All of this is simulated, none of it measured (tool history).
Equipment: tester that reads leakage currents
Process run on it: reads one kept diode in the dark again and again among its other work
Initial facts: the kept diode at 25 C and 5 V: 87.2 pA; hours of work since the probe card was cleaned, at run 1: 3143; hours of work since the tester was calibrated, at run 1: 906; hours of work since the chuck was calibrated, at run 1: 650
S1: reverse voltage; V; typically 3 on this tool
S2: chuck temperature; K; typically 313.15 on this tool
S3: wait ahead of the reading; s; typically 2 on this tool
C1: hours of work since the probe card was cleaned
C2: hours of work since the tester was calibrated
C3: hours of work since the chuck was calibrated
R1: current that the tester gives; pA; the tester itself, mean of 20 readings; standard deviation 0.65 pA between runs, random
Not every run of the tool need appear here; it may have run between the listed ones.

run,day,S1,S2,S3,C1,C2,C3,R1
1,0,3,313.15,2,3143,906,650,236.06
2,2.371,3,313.15,0.68,3169,932,677,237.37
3,4.767,3,313.15,2.91,3196,958,703,237.34
4,7.092,3,313.15,2.91,3221,984,729,235.95
5,8.229,3,313.15,2.91,3234,996,741,236.35
6,10.992,3,313.15,2.91,3264,1027,772,238.18
7,12.217,3,313.15,2.91,3278,1040,785,238.03
8,14.208,3,313.15,2.91,3300,1062,807,237.77
9,16.546,3,313.15,2.91,3326,1088,833,238.82
10,18.188,3,313.15,2.91,3344,1106,851,240.4
# day 18.45: tester calibrated
11,20.767,3,313.15,2.91,3371,26,879,240.74
12,22.879,1.72,313.15,0.57,3395,49,902,176.59
13,24.475,3,313.15,3.47,3412,67,920,241.96
14,26.912,6.9,310.15,2,3439,93,947,310.43
15,28.483,2.06,306.15,3.6,3457,111,964,117.57
# day 28.775: probe card cleaned and baked
# day 29.742: tester calibrated, once more
16,30.446,3,305.15,2,18,8,983,126.37

Forecast each of these 3 alternatives for the next run:
A,32.804,15.7,313.15,2,44,34,1010,?
B,32.804,3,294.15,0.52,44,34,1010,?
C,32.804,5.9,294.15,2,44,34,1010,?

run,R1
A,569.9
B,53.55
C,75.26
Had the tool no hidden state, the same runs would have come out as:
run,R1
A,526.75
B,49.05
C,68.78

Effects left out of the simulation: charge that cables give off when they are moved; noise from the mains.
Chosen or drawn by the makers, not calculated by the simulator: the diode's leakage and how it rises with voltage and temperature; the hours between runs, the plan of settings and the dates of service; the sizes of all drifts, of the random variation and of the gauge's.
